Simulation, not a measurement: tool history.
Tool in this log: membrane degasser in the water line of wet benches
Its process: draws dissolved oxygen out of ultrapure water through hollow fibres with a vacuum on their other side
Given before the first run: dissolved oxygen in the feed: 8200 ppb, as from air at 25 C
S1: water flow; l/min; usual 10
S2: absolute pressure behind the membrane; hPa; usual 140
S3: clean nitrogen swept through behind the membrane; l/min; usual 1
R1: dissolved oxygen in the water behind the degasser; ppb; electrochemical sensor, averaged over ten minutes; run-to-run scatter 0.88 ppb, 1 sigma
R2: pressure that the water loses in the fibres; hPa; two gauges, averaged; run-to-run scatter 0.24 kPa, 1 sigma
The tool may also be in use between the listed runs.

run	hour	S1	S2	S3	R1	R2
1	0	10	140	1	255.4	607
2	60.5	10	140	1.11	232.8	609.5
3	157	10	140	1.11	231.5	610
4	218.9	10	140	1	256.2	605.6
5	313.8	10	140	1	255.6	605.9
6	418.4	10	140	1	256.5	612.6
7	496.6	10	140	1	257.7	611.6
8	596.3	10	140	1	255.6	609.6
9	728.5	10	140	1	255.3	611.1
10	826.1	10	140	1	256.4	606
11	918.7	10	140	1	256.1	605.8
12	983.6	10	140	1	255.7	607.5
13	1059.6	10	140	1	255.3	608.3
14	1148.7	10	140	1	257.4	607.8
15	1273.4	10	140	1	255.3	609.8
16	1391.1	10	140	2.64	106.9	615.2
17	1489.3	15	217	2.64	264.2	916.2
18	1543.9	6	91	1.36	65.4	365.9
19	1603.7	9	207	0.43	756	549.8
20	1679.9	9	207	0.43	757.5	547.8
21	1801.1	9	207	0.43	754.8	548.5
22	1871	9	207	2.87	139.3	547.5
23	1953.1	10	140	1.44	183.9	610.4
24	2011.1	10	115	1.44	143.9	609.4
25	2085	12	127	0.95	282.1	732.1
26	2154.4	12	127	0.95	281.5	729.3
27	2226.1	12	127	0.95	281	731.3
28	2344.9	12	127	0.95	281.8	730.2

Forecast run 29:
29	2451.3	12	127	0.95	?	?

Run 29 produced R1 281.4 ppb, R2 731.5 hPa.
Without the tool's hidden state the same run would have given R1 281.2 ppb, R2 731.2 hPa.
